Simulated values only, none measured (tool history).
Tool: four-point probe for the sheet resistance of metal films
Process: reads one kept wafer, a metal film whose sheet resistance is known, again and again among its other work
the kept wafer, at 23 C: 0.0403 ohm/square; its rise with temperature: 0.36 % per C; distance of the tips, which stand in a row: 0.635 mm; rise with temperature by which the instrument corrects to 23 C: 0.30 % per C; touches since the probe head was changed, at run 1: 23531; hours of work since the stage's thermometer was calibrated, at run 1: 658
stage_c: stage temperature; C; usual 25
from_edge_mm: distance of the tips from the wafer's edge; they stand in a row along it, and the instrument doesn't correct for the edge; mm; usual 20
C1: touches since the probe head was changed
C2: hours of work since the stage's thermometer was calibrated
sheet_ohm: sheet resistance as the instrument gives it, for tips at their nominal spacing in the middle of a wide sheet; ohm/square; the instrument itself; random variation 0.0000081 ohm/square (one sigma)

Run 1, day 0.000: usual settings; C1 23531; C2 658. Result: sheet_ohm 0.040226 ohm/square.
Run 2, day 2.417: usual settings; C1 24263; C2 685. Result: sheet_ohm 0.040219 ohm/square.
Run 3, day 4.446: usual settings; C1 24876; C2 708. Result: sheet_ohm 0.040208 ohm/square.
Run 4, day 6.179: usual settings; C1 25401; C2 728. Result: sheet_ohm 0.040211 ohm/square.
Run 5, day 7.879: usual settings; C1 25915; C2 747. Result: sheet_ohm 0.040213 ohm/square.
Run 6, day 9.096: usual settings; C1 26282; C2 760. Result: sheet_ohm 0.040193 ohm/square.
At day 9.300: stage's thermometer calibrated.
Run 7, day 10.442: usual settings but stage_c 35 C; C1 26683; C2 13. Result: sheet_ohm 0.040432 ohm/square.
Run 8, day 12.425: usual settings but stage_c 35 C; C1 27282; C2 35. Result: sheet_ohm 0.040434 ohm/square.
Run 9, day 14.508: usual settings but stage_c 27 C, from_edge_mm 7 mm; C1 27913; C2 58. Result: sheet_ohm 0.040384 ohm/square.
Run 10, day 16.788: usual settings but stage_c 27 C, from_edge_mm 7 mm; C1 28603; C2 84. Result: sheet_ohm 0.040383 ohm/square.
Run 11, day 19.379: usual settings but stage_c 32 C, from_edge_mm 12 mm; C1 29386; C2 113. Result: sheet_ohm 0.040378 ohm/square.
At day 19.796: stage's thermometer calibrated, once more.
Run 12, day 21.733: usual settings but stage_c 34 C, from_edge_mm 24 mm; C1 30093; C2 22. Result: sheet_ohm 0.040405 ohm/square.
Run 13, day 23.350: usual settings but stage_c 21 C, from_edge_mm 7 mm; C1 30581; C2 40. Result: sheet_ohm 0.040259 ohm/square.
Run 14, day 24.871: usual settings but stage_c 21 C, from_edge_mm 7 mm; C1 31041; C2 57. Result: sheet_ohm 0.040262 ohm/square.
Run 15, day 26.692: usual settings but stage_c 31 C, from_edge_mm 14 mm; C1 31591; C2 77. Result: sheet_ohm 0.040343 ohm/square.
Run 16, day 29.233: usual settings but stage_c 31 C, from_edge_mm 14 mm; C1 32360; C2 106. Result: sheet_ohm 0.040325 ohm/square.

Forecast each of these 5 alternatives for the next run:
Run A, day 30.521: usual settings but stage_c 30 C, from_edge_mm 37 mm; C1 32750; C2 120. Result: sheet_ohm ?.
Run B, day 30.521: usual settings but stage_c 23 C, from_edge_mm 4 mm; C1 32750; C2 120. Result: sheet_ohm ?.
Run C, day 30.521: usual settings but stage_c 31 C, from_edge_mm 9 mm; C1 32750; C2 120. Result: sheet_ohm ?.
Run D, day 30.521: usual settings but stage_c 33 C, from_edge_mm 5 mm; C1 32750; C2 120. Result: sheet_ohm ?.
Run E, day 30.521: usual settings but stage_c 35 C, from_edge_mm 4 mm; C1 32750; C2 120. Result: sheet_ohm ?.

run  sheet_ohm
  A   0.040274
  B   0.040642
  C   0.040414
  D   0.040678
  E   0.040923
Without the tool's hidden state the same runs would have given:
run  sheet_ohm
  A   0.040469
  B   0.040839
  C   0.040610
  D   0.040876
  E   0.041121
